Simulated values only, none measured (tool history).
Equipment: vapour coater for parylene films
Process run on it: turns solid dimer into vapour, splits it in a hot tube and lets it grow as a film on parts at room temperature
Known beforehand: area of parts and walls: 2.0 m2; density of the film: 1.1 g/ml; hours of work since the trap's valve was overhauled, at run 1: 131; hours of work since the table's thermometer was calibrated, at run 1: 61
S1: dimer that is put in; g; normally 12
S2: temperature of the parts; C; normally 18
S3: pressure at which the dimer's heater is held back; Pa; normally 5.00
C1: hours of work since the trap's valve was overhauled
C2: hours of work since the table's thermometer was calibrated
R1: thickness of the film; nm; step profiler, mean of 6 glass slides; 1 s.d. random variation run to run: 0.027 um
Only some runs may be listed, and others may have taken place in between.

run 1 hour=0.0 | S1=12 S2=18 S3=5.00 | C1=131 C2=61 | R1=2940
run 2 hour=12.2 | S1=12 S2=18 S3=5.00 | C1=137 C2=67 | R1=2960
run 3 hour=23.3 | S1=12 S2=18 S3=5.00 | C1=142 C2=72 | R1=2910
run 4 hour=33.6 | S1=12 S2=18 S3=5.00 | C1=147 C2=77 | R1=2900
run 5 hour=51.0 | S1=12 S2=18 S3=5.00 | C1=156 C2=85 | R1=2910
run 6 hour=69.5 | S1=12 S2=18 S3=5.00 | C1=165 C2=94 | R1=2900
run 7 hour=79.6 | S1=5 S2=18 S3=5.00 | C1=170 C2=99 | R1=1190
run 8 hour=94.8 | S1=12 S2=18 S3=5.00 | C1=177 C2=107 | R1=2810
run 9 hour=106.1 | S1=12 S2=18 S3=3.18 | C1=182 C2=112 | R1=2920
run 10 hour=125.1 | S1=12 S2=18 S3=3.18 | C1=192 C2=121 | R1=2950
run 11 hour=135.3 | S1=12 S2=18 S3=3.18 | C1=197 C2=126 | R1=2940
run 12 hour=144.2 | S1=12 S2=25 S3=5.00 | C1=201 C2=131 | R1=2120
run 13 hour=155.9 | S1=12 S2=25 S3=5.00 | C1=207 C2=136 | R1=2140
run 14 hour=164.2 | S1=12 S2=25 S3=5.00 | C1=211 C2=140 | R1=2170
run 15 hour=174.2 | S1=12 S2=25 S3=5.00 | C1=216 C2=145 | R1=2130
run 16 hour=184.5 | S1=12 S2=18 S3=5.00 | C1=221 C2=150 | R1=2760
run 17 hour=192.8 | S1=12 S2=18 S3=5.00 | C1=225 C2=154 | R1=2800
run 18 hour=211.0 | S1=12 S2=18 S3=5.00 | C1=233 C2=163 | R1=2860
run 19 hour=228.6 | S1=12 S2=18 S3=5.00 | C1=242 C2=172 | R1=2770
run 20 hour=245.9 | S1=12 S2=18 S3=5.00 | C1=250 C2=180 | R1=2730
run 21 hour=253.5 | S1=12 S2=18 S3=5.00 | C1=254 C2=184 | R1=2770
run 22 hour=270.6 | S1=12 S2=14 S3=10.84 | C1=262 C2=192 | R1=3170
run 23 hour=288.9 | S1=21 S2=12 S3=7.88 | C1=271 C2=201 | R1=6050
run 24 hour=296.6 | S1=15 S2=28 S3=3.03 | C1=275 C2=205 | R1=2360
run 25 hour=308.9 | S1=15 S2=28 S3=3.03 | C1=281 C2=211 | R1=2370
run 26 hour=327.1 | S1=8 S2=18 S3=10.68 | C1=290 C2=220 | R1=1790
-- hour=350.0 trap's valve overhauled
run 27 hour=350.0 | S1=12 S2=27 S3=4.16 | C1=0 C2=229 | R1=2210
run 28 hour=367.3 | S1=11 S2=12 S3=5.13 | C1=8 C2=237 | R1=3550
run 29 hour=382.8 | S1=8 S2=14 S3=8.08 | C1=16 C2=245 | R1=2320
run 30 hour=399.3 | S1=12 S2=20 S3=5.00 | C1=24 C2=253 | R1=2840
run 31 hour=415.6 | S1=12 S2=10 S3=5.00 | C1=32 C2=261 | R1=4220
run 32 hour=425.6 | S1=10 S2=13 S3=8.30 | C1=37 C2=266 | R1=3000
run 33 hour=441.5 | S1=10 S2=23 S3=8.30 | C1=44 C2=273 | R1=1990
run 34 hour=459.7 | S1=10 S2=23 S3=8.30 | C1=53 C2=282 | R1=1960
run 35 hour=477.9 | S1=17 S2=29 S3=9.65 | C1=62 C2=291 | R1=2610
run 36 hour=493.5 | S1=6 S2=28 S3=2.42 | C1=70 C2=299 | R1=1060

What if the next run were any one of these 4? Each begins from the tool's condition after run 36:
run A hour=512.5 | S1=6 S2=11 S3=8.44 | C1=79 C2=308 | R1=?
run B hour=512.5 | S1=6 S2=21 S3=2.79 | C1=79 C2=308 | R1=?
run C hour=512.5 | S1=10 S2=28 S3=3.95 | C1=79 C2=308 | R1=?
run D hour=512.5 | S1=11 S2=12 S3=5.10 | C1=79 C2=308 | R1=?

run=A R1=1900
run=B R1=1360
run=C R1=1680
run=D R1=3450
Stripped of hidden state, with their random variation kept, the same runs would have yielded:
run=A R1=1980
run=B R1=1420
run=C R1=1760
run=D R1=3600
